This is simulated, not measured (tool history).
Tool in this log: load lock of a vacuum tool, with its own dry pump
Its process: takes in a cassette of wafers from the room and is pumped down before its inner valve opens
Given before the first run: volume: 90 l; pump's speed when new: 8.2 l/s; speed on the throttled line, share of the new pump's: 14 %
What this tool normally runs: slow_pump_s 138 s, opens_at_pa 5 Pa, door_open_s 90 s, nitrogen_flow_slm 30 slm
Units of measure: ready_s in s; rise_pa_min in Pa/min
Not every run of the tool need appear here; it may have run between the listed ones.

run	hour	slow_pump_s	opens_at_pa	door_open_s	nitrogen_flow_slm	incoming humidity of the room's air, %	ready_s	rise_pa_min
1	0	138	5	90	30	45.2	230.1	0.355
2	69.5	138	5	32	30	49.4	229.3	0.35
3	164.8	138	5	32	30	44.1	228.8	0.354
4	248.1	138	5	32	30	44.5	228.2	0.36
5	289.6	138	5	90	26	41.4	229.6	0.364
6	358.9	138	9	90	30	44.3	222.4	0.364
7	407.7	138	7	90	30	49.3	225	0.373
8	459.9	138	7	90	30	42.6	227.9	0.381
9	547.6	117	5	90	30	44.2	212.5	0.38
10	618.5	117	5	90	30	43.9	212.6	0.392
11	664.3	117	5	90	30	42.2	210.8	0.396
12	733.7	138	5	90	30	44.5	228.6	0.402
13	798.5	138	5	90	30	44.1	227.7	0.406
14	881.3	138	5	90	30	43.2	231.8	0.412
15	977.6	138	5	90	30	44.6	231	0.399
16	1048.7	138	5	90	30	47.6	229.4	0.422
17	1137.4	138	5	90	30	45.8	231.5	0.431
18	1227	138	5	90	30	47.2	230.3	0.434
19	1312.1	138	5	90	13	43.2	229.7	0.447
20	1397.2	138	5	38	30	40.3	230.9	0.427
21	1446.7	95	9	184	30	45.9	185.3	0.454
22	1490.4	95	9	184	30	45.1	186.8	0.462
23	1539.1	95	9	184	30	43.1	187.6	0.462
24	1583	138	5	128	30	41.3	231.1	0.444
25	1655.1	138	5	128	30	43.2	233	0.455
26	1729.1	80	10	116	14	44.4	172.7	0.465
27	1784	80	5	116	27	44.3	179.6	0.469
28	1826.3	80	5	116	27	44.9	180.8	0.469
29	1915.2	80	5	116	27	43.4	182.7	0.481
30	1975	138	5	90	24	44.4	230.2	0.479
31	2020.5	232	9	27	11	46.6	301.2	0.492
32	2101.6	138	5	157	30	45.3	231.5	0.497
33	2191.8	181	5	158	9	47.1	265.1	0.527
34	2234.5	181	5	39	9	44.5	264.1	0.51
35	2291.5	73	5	39	9	46.6	175.8	0.51
36	2384.2	73	5	39	9	43.6	175.8	0.519
37	2465.6	73	5	54	37	41.7	176.5	0.513
38	2533.8	255	9	90	30	43.8	322.4	0.516

Predict each of these 3 candidate next runs independently; none follows another, all start after run 38:
A	2630	138	4	90	30	45.1	?	?
B	2630	196	9	90	30	50.1	?	?
C	2630	114	5	90	30	47.2	?	?

run	ready_s	rise_pa_min
A	235.6	0.523
B	275.5	0.531
C	210	0.524
What these runs would have given with no unlogged condition in the tool:
run	ready_s	rise_pa_min
A	232.2	0.023
B	272.8	0.023
C	206.7	0.021
